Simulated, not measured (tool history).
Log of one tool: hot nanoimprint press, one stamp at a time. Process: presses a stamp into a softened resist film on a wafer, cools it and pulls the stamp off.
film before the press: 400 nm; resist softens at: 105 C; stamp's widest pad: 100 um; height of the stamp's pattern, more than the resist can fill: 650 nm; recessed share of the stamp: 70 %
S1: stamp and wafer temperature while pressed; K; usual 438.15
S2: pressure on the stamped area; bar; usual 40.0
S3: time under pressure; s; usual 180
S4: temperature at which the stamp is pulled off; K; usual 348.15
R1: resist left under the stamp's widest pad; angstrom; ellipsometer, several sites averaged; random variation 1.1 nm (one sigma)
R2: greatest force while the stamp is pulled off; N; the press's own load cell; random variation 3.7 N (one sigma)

run 1 hour=0.0 | S1=438.15 S2=40.0 S3=180 S4=348.15 | R1=1724 R2=214
run 2 hour=16.7 | S1=438.15 S2=40.0 S3=180 S4=348.15 | R1=1746 R2=219
run 3 hour=33.1 | S1=438.15 S2=40.0 S3=180 S4=348.15 | R1=1756 R2=217
run 4 hour=51.0 | S1=438.15 S2=40.0 S3=180 S4=348.15 | R1=1742 R2=219
run 5 hour=63.0 | S1=438.15 S2=40.0 S3=180 S4=348.15 | R1=1747 R2=220
-- hour=78.9 stamp cleaned and given a new release coat
run 6 hour=81.2 | S1=438.15 S2=40.0 S3=180 S4=336.15 | R1=1732 R2=222
run 7 hour=102.0 | S1=438.15 S2=40.0 S3=180 S4=333.15 | R1=1769 R2=223
run 8 hour=112.7 | S1=433.15 S2=40.0 S3=180 S4=333.15 | R1=2286 R2=224
run 9 hour=136.4 | S1=433.15 S2=24.9 S3=180 S4=333.15 | R1=2711 R2=225
run 10 hour=153.6 | S1=433.15 S2=24.9 S3=180 S4=333.15 | R1=2687 R2=235
run 11 hour=177.5 | S1=433.15 S2=24.9 S3=180 S4=333.15 | R1=2711 R2=233
run 12 hour=188.9 | S1=433.15 S2=24.9 S3=180 S4=333.15 | R1=2718 R2=236
run 13 hour=210.3 | S1=433.15 S2=24.9 S3=180 S4=333.15 | R1=2744 R2=234
-- hour=216.2 plate thermocouple calibrated
run 14 hour=236.8 | S1=433.15 S2=24.9 S3=180 S4=333.15 | R1=2729 R2=237
run 15 hour=256.2 | S1=433.15 S2=24.9 S3=180 S4=333.15 | R1=2753 R2=249
run 16 hour=277.3 | S1=433.15 S2=24.9 S3=180 S4=333.15 | R1=2745 R2=255
run 17 hour=294.8 | S1=433.15 S2=24.9 S3=180 S4=333.15 | R1=2729 R2=251
run 18 hour=316.7 | S1=433.15 S2=24.9 S3=92 S4=333.15 | R1=3165 R2=251
run 19 hour=329.4 | S1=427.15 S2=29.6 S3=353 S4=352.15 | R1=2903 R2=199
run 20 hour=339.9 | S1=427.15 S2=36.0 S3=353 S4=352.15 | R1=2654 R2=194
-- hour=347.2 plate thermocouple calibrated, once more
run 21 hour=355.3 | S1=429.15 S2=48.1 S3=197 S4=339.15 | R1=2510 R2=238
run 22 hour=366.1 | S1=438.15 S2=40.0 S3=180 S4=352.15 | R1=1747 R2=201
run 23 hour=376.4 | S1=434.15 S2=31.0 S3=358 S4=336.15 | R1=1876 R2=250
run 24 hour=390.4 | S1=434.15 S2=31.7 S3=93 S4=336.15 | R1=2821 R2=255
run 25 hour=409.8 | S1=434.15 S2=31.7 S3=93 S4=336.15 | R1=2851 R2=249
run 26 hour=431.0 | S1=448.15 S2=50.8 S3=319 S4=348.15 | R1=713 R2=213
run 27 hour=446.7 | S1=448.15 S2=50.8 S3=319 S4=348.15 | R1=702 R2=209
run 28 hour=468.2 | S1=438.15 S2=61.2 S3=101 S4=348.15 | R1=1785 R2=221
-- hour=486.7 stamp cleaned and given a new release coat
run 29 hour=489.7 | S1=438.15 S2=61.2 S3=101 S4=348.15 | R1=1789 R2=183

Forecast each of these 3 alternatives for the next run:
run A hour=510.3 | S1=438.15 S2=61.2 S3=101 S4=341.15 | R1=? R2=?
run B hour=510.3 | S1=435.15 S2=61.2 S3=101 S4=347.15 | R1=? R2=?
run C hour=510.3 | S1=438.15 S2=40.0 S3=180 S4=344.15 | R1=? R2=?

run=A R1=1810 R2=209
run=B R1=2117 R2=194
run=C R1=1752 R2=206
Without the tool's hidden state the same runs would have given:
run=A R1=1736 R2=205
run=B R1=2036 R2=191
run=C R1=1690 R2=202
